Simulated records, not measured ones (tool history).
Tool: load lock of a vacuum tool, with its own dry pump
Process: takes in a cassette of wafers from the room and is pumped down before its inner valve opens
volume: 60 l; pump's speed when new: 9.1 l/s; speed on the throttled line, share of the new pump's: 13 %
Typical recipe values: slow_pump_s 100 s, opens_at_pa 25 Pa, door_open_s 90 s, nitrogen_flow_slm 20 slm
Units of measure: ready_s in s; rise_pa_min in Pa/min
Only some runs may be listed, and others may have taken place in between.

run     day  slow_pump_s  opens_at_pa  door_open_s  nitrogen_flow_slm  incoming humidity of the room's air, %  ready_s  rise_pa_min
  1   0.000          100           25           90                 20                                    47.8    146.1        0.041
  2   4.671          100           25           90                 20                                    40.7    146.4        0.029
  3   7.567          100           25           90                 20                                    44.2    145.9        0.034
  4  10.604          100           25           90                 20                                    46.2    145.9        0.028
  5  12.650          100           25           90                 20                                    44.7    145.4        0.033
  6  17.304          100           25           90                 20                                    45.0    146.1        0.037
  7  20.029          100           25           90                 20                                    47.2    145.2        0.034
  8  23.033          100           25           90                 20                                    44.2    148.1        0.037
  9  25.358          100           25           90                 20                                    44.4    146.4        0.036
 10  28.125          100           25           90                 20                                    44.7    146.3        0.038
 11  31.938          100           25           90                 20                                    47.3    147.8        0.041
 12  35.771          143           29          157                 12                                    43.2    182.5        0.046
 13  39.571          143           29          157                 12                                    42.6    182.2        0.045
 14  42.742          101           49          158                 12                                    45.3    143.7        0.050
 15  45.667           78           29           46                  5                                    42.9    128.6        0.047
 16  50.192           78           29           46                  5                                    43.9    128.6        0.047
 17  54.367          100           21           47                  6                                    44.0    150.0        0.046
 18  58.196          100           21           47                  6                                    43.0    148.9        0.048
 19  60.196           55           25           27                 20                                    45.4    108.4        0.036
 20  62.846          157           25          132                 39                                    43.3    195.7        0.036
 21  66.679           57           40          184                 31                                    45.1    107.6        0.045

Selected run-to-run steps in ready_s, each split into two signed amounts: the part the tool would show with no hidden state at all (from settings, incoming material and random variation), and the remainder, which goes to the hidden state together with any gauge scatter not common to the measured and the hidden-state-free results:
Hidden conditions of the tool in this case: pump's speed, % of a new pump's; leak at the door's seal, Pa l/s; drift of the gauge itself on ready_s, %; drift of the gauge itself on rise_pa_min, %.
Run 19 -> 20: slow_pump_s 55 -> 157, door_open_s 27 -> 132, nitrogen_flow_slm 20 -> 39. ready_s +87.3 s: hidden state -1.7, all else +89.0.
Run 20 -> 21: slow_pump_s 157 -> 57, opens_at_pa 25 -> 40, door_open_s 132 -> 184, nitrogen_flow_slm 39 -> 31. ready_s -88.1 s: hidden state +1.4, all else -89.5.
